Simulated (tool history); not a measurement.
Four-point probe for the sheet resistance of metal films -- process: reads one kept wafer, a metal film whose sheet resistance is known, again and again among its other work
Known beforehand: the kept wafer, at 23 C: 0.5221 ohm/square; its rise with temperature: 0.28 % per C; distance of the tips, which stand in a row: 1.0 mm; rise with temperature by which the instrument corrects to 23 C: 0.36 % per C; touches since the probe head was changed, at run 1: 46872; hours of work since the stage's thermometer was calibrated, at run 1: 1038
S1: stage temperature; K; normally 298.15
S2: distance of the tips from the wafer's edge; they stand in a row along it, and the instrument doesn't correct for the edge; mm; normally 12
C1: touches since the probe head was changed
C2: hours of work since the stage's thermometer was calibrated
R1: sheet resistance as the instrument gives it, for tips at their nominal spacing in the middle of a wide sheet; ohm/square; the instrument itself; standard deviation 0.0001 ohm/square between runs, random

Run 1, hour 0: usual settings; C1 46872; C2 1038. Result: R1 0.523122 ohm/square.
Run 2, hour 46.6: usual settings; C1 48690; C2 1067. Result: R1 0.523323 ohm/square.
Run 3, hour 94.3: usual settings but S1 295.15 K; C1 50549; C2 1096. Result: R1 0.524412 ohm/square.
Run 4, hour 145.7: usual settings but S1 295.15 K; C1 52555; C2 1128. Result: R1 0.52455 ohm/square.
Run 5, hour 203.3: usual settings but S1 294.15 K; C1 54799; C2 1164. Result: R1 0.524904 ohm/square.
Run 6, hour 261.2: usual settings but S2 56 mm; C1 57058; C2 1200. Result: R1 0.521266 ohm/square.
Run 7, hour 317.7: usual settings but S2 56 mm; C1 59263; C2 1235. Result: R1 0.521201 ohm/square.
Run 8, hour 344: usual settings but S2 56 mm; C1 60288; C2 1251. Result: R1 0.52137 ohm/square.
Run 9, hour 394.2: usual settings but S2 56 mm; C1 62246; C2 1282. Result: R1 0.521286 ohm/square.
Run 10, hour 430.1: usual settings but S2 56 mm; C1 63645; C2 1305. Result: R1 0.521113 ohm/square.
Run 11, hour 471.5: usual settings but S2 56 mm; C1 65260; C2 1330. Result: R1 0.521279 ohm/square.
Run 12, hour 513.3: usual settings but S2 56 mm; C1 66893; C2 1356. Result: R1 0.521194 ohm/square.
Run 13, hour 540.9: usual settings but S2 56 mm; C1 67969; C2 1373. Result: R1 0.521329 ohm/square.
Run 14, hour 567.5: usual settings but S2 18 mm; C1 69006; C2 1390. Result: R1 0.522159 ohm/square.
Run 15, hour 597.2: usual settings but S2 18 mm; C1 70163; C2 1408. Result: R1 0.522144 ohm/square.
Run 16, hour 647.6: usual settings; C1 72128; C2 1439. Result: R1 0.523276 ohm/square.
Run 17, hour 686.3: usual settings; C1 73638; C2 1463. Result: R1 0.522941 ohm/square.
Run 18, hour 716.4: usual settings; C1 74811; C2 1482. Result: R1 0.523179 ohm/square.
Run 19, hour 764.5: usual settings but S2 30 mm; C1 76689; C2 1512. Result: R1 0.521646 ohm/square.
Run 20, hour 806.1: usual settings; C1 78310; C2 1538. Result: R1 0.523254 ohm/square.
Run 21, hour 859.9: usual settings; C1 80409; C2 1571. Result: R1 0.523204 ohm/square.
Run 22, hour 909.8: usual settings; C1 82353; C2 1602. Result: R1 0.523221 ohm/square.
Run 23, hour 953.6: usual settings; C1 84063; C2 1629. Result: R1 0.523311 ohm/square.
Run 24, hour 999.4: usual settings but S2 4 mm; C1 85850; C2 1658. Result: R1 0.538215 ohm/square.
Run 25, hour 1041.7: usual settings but S1 292.15 K; C1 87498; C2 1684. Result: R1 0.525796 ohm/square.
At hour 1051.2: stage's thermometer calibrated.
Run 26, hour 1079.3: usual settings but S1 294.15 K; C1 88947; C2 17. Result: R1 0.524827 ohm/square.
Run 27, hour 1129.6: usual settings but S1 294.15 K; C1 90909; C2 49. Result: R1 0.524896 ohm/square.
Run 28, hour 1171.4: usual settings but S1 302.15 K, S2 5 mm; C1 92536; C2 75. Result: R1 0.53057 ohm/square.
Run 29, hour 1201.3: usual settings but S1 297.15 K, S2 30 mm; C1 93704; C2 93. Result: R1 0.522097 ohm/square.
Run 30, hour 1251.9: usual settings but S1 292.15 K, S2 24 mm; C1 95676; C2 124. Result: R1 0.524187 ohm/square.
Run 31, hour 1290.3: usual settings but S1 292.15 K, S2 24 mm; C1 97174; C2 148. Result: R1 0.52422 ohm/square.
Run 32, hour 1346.4: usual settings but S1 292.15 K, S2 24 mm; C1 99361; C2 183. Result: R1 0.524209 ohm/square.
Run 33, hour 1371.7: usual settings but S1 301.15 K, S2 19 mm; C1 100348; C2 199. Result: R1 0.520792 ohm/square.
Run 34, hour 1421.3: usual settings but S1 305.15 K, S2 68 mm; C1 102282; C2 230. Result: R1 0.518415 ohm/square.
Run 35, hour 1473.7: usual settings but S1 305.15 K, S2 26 mm; C1 104328; C2 262. Result: R1 0.518873 ohm/square.
Run 36, hour 1525.5: usual settings but S1 297.15 K, S2 18 mm; C1 106348; C2 294. Result: R1 0.522592 ohm/square.
Run 37, hour 1573.5: usual settings but S2 20 mm; C1 108221; C2 324. Result: R1 0.52209 ohm/square.
Run 38, hour 1626.2: usual settings but S1 300.15 K, S2 44 mm; C1 110273; C2 357. Result: R1 0.520729 ohm/square.
Run 39, hour 1669.9: usual settings but S1 308.15 K, S2 7 mm; C1 111980; C2 384. Result: R1 0.52291 ohm/square.
Run 40, hour 1708.1: usual settings but S1 293.15 K, S2 26 mm; C1 113467; C2 407. Result: R1 0.523778 ohm/square.
Run 41, hour 1758.5: usual settings but S1 293.15 K, S2 26 mm; C1 115433; C2 439. Result: R1 0.52375 ohm/square.
Run 42, hour 1784: usual settings but S1 302.15 K, S2 17 mm; C1 116427; C2 454. Result: R1 0.520751 ohm/square.
Run 43, hour 1830.7: usual settings but S1 295.15 K; C1 118251; C2 483. Result: R1 0.524659 ohm/square.
Run 44, hour 1864.3: usual settings but S1 305.15 K, S2 5 mm; C1 119562; C2 504. Result: R1 0.529466 ohm/square.
Run 45, hour 1918.5: usual settings but S1 304.15 K, S2 47 mm; C1 121674; C2 538. Result: R1 0.518758 ohm/square.

Predict each of these 4 candidate next runs independently; none follows another, all start after run 45:
Run A, hour 1947.6: usual settings but S1 294.15 K, S2 37 mm; C1 122808; C2 556. Result: R1 ?.
Run B, hour 1947.6: usual settings but S1 292.15 K, S2 47 mm; C1 122808; C2 556. Result: R1 ?.
Run C, hour 1947.6: usual settings but S1 296.15 K, S2 37 mm; C1 122808; C2 556. Result: R1 ?.
Run D, hour 1947.6: usual settings but S1 300.15 K, S2 30 mm; C1 122808; C2 556. Result: R1 ?.

run        R1
  A  0.523069
  B  0.523856
  C  0.522475
  D  0.520844
What these runs would have given with no unlogged condition in the tool:
run        R1
  A  0.523108
  B  0.523895
  C  0.522514
  D  0.520883

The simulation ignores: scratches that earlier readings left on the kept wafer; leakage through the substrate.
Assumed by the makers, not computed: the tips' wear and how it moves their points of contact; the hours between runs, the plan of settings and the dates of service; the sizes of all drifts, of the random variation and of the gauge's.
